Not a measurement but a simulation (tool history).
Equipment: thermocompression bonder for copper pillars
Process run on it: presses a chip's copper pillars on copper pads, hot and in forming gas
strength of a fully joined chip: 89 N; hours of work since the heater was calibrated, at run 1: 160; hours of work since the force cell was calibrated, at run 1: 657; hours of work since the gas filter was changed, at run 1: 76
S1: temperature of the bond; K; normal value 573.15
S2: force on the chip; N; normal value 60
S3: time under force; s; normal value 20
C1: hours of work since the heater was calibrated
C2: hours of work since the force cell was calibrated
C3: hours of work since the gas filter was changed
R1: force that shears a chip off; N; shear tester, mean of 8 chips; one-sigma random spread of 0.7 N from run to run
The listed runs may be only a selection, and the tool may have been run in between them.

{"run": 1, "hour": 0.0, "S1": 573.15, "S2": 60, "S3": 20, "C1": 160, "C2": 657, "C3": 76, "R1": 55.2}
{"run": 2, "hour": 65.2, "S1": 573.15, "S2": 64, "S3": 20, "C1": 198, "C2": 695, "C3": 114, "R1": 57}
{"run": 3, "hour": 107.9, "S1": 573.15, "S2": 60, "S3": 14, "C1": 223, "C2": 721, "C3": 139, "R1": 49.2}
{"run": 4, "hour": 146.0, "S1": 573.15, "S2": 60, "S3": 34, "C1": 246, "C2": 743, "C3": 162, "R1": 61.7}
{"run": 5, "hour": 183.2, "S1": 556.15, "S2": 60, "S3": 20, "C1": 267, "C2": 765, "C3": 183, "R1": 46.7}
{"run": 6, "hour": 225.3, "S1": 556.15, "S2": 60, "S3": 20, "C1": 292, "C2": 789, "C3": 208, "R1": 45.8}
{"run": 7, "hour": 307.9, "S1": 556.15, "S2": 60, "S3": 20, "C1": 341, "C2": 838, "C3": 257, "R1": 46.3}
{"run": 8, "hour": 365.9, "S1": 573.15, "S2": 85, "S3": 20, "C1": 375, "C2": 872, "C3": 291, "R1": 59.8}
{"run": 9, "hour": 407.5, "S1": 573.15, "S2": 37, "S3": 20, "C1": 399, "C2": 896, "C3": 315, "R1": 39.7}
{"hour": 413.6, "done": "heater calibrated with a thermocouple chip"}
{"hour": 485.4, "done": "forming gas filter changed"}
{"run": 10, "hour": 485.4, "S1": 573.15, "S2": 37, "S3": 16, "C1": 42, "C2": 941, "C3": 0, "R1": 39.6}
{"run": 11, "hour": 534.7, "S1": 573.15, "S2": 60, "S3": 10, "C1": 71, "C2": 970, "C3": 29, "R1": 44.8}
{"run": 12, "hour": 595.2, "S1": 573.15, "S2": 60, "S3": 10, "C1": 106, "C2": 1005, "C3": 64, "R1": 42.6}
{"run": 13, "hour": 671.1, "S1": 573.15, "S2": 60, "S3": 10, "C1": 151, "C2": 1050, "C3": 109, "R1": 42.6}
{"run": 14, "hour": 744.2, "S1": 573.15, "S2": 60, "S3": 10, "C1": 194, "C2": 1093, "C3": 152, "R1": 41.8}
{"hour": 813.4, "done": "heater calibrated with a thermocouple chip, once more"}
{"run": 15, "hour": 827.0, "S1": 573.15, "S2": 60, "S3": 10, "C1": 8, "C2": 1140, "C3": 199, "R1": 43}
{"run": 16, "hour": 878.5, "S1": 548.15, "S2": 74, "S3": 12, "C1": 38, "C2": 1170, "C3": 230, "R1": 41.1}
{"run": 17, "hour": 932.3, "S1": 550.15, "S2": 74, "S3": 24, "C1": 70, "C2": 1202, "C3": 261, "R1": 52.5}
{"run": 18, "hour": 965.8, "S1": 572.15, "S2": 85, "S3": 20, "C1": 90, "C2": 1222, "C3": 281, "R1": 62.2}
{"run": 19, "hour": 1009.9, "S1": 573.15, "S2": 76, "S3": 20, "C1": 115, "C2": 1248, "C3": 307, "R1": 57.7}
{"run": 20, "hour": 1078.0, "S1": 569.15, "S2": 41, "S3": 54, "C1": 155, "C2": 1288, "C3": 347, "R1": 55.6}
{"hour": 1099.8, "done": "forming gas filter changed"}
{"run": 21, "hour": 1155.8, "S1": 585.15, "S2": 78, "S3": 34, "C1": 201, "C2": 1333, "C3": 33, "R1": 74.4}
{"run": 22, "hour": 1205.2, "S1": 573.15, "S2": 54, "S3": 20, "C1": 230, "C2": 1362, "C3": 62, "R1": 53.7}
{"run": 23, "hour": 1246.6, "S1": 573.15, "S2": 46, "S3": 28, "C1": 254, "C2": 1386, "C3": 86, "R1": 53.8}
{"run": 24, "hour": 1292.3, "S1": 573.15, "S2": 60, "S3": 13, "C1": 281, "C2": 1413, "C3": 113, "R1": 48.9}
{"run": 25, "hour": 1351.8, "S1": 573.15, "S2": 60, "S3": 17, "C1": 316, "C2": 1448, "C3": 148, "R1": 51}

4 options for the next run, each taken on its own from the tool as it stands now. Forecast them:
{"run": "A", "hour": 1401.5, "S1": 557.15, "S2": 61, "S3": 39, "C1": 345, "C2": 1477, "C3": 177, "R1": "?"}
{"run": "B", "hour": 1401.5, "S1": 592.15, "S2": 54, "S3": 17, "C1": 345, "C2": 1477, "C3": 177, "R1": "?"}
{"run": "C", "hour": 1401.5, "S1": 561.15, "S2": 60, "S3": 17, "C1": 345, "C2": 1477, "C3": 177, "R1": "?"}
{"run": "D", "hour": 1401.5, "S1": 581.15, "S2": 60, "S3": 20, "C1": 345, "C2": 1477, "C3": 177, "R1": "?"}

run=A R1=58
run=B R1=55.9
run=C R1=45.8
run=D R1=56.7
Take away the tool's hidden state, keep each run's random variation, and the runs would have read:
run=A R1=63.8
run=B R1=61.5
run=C R1=50.8
run=D R1=62.4

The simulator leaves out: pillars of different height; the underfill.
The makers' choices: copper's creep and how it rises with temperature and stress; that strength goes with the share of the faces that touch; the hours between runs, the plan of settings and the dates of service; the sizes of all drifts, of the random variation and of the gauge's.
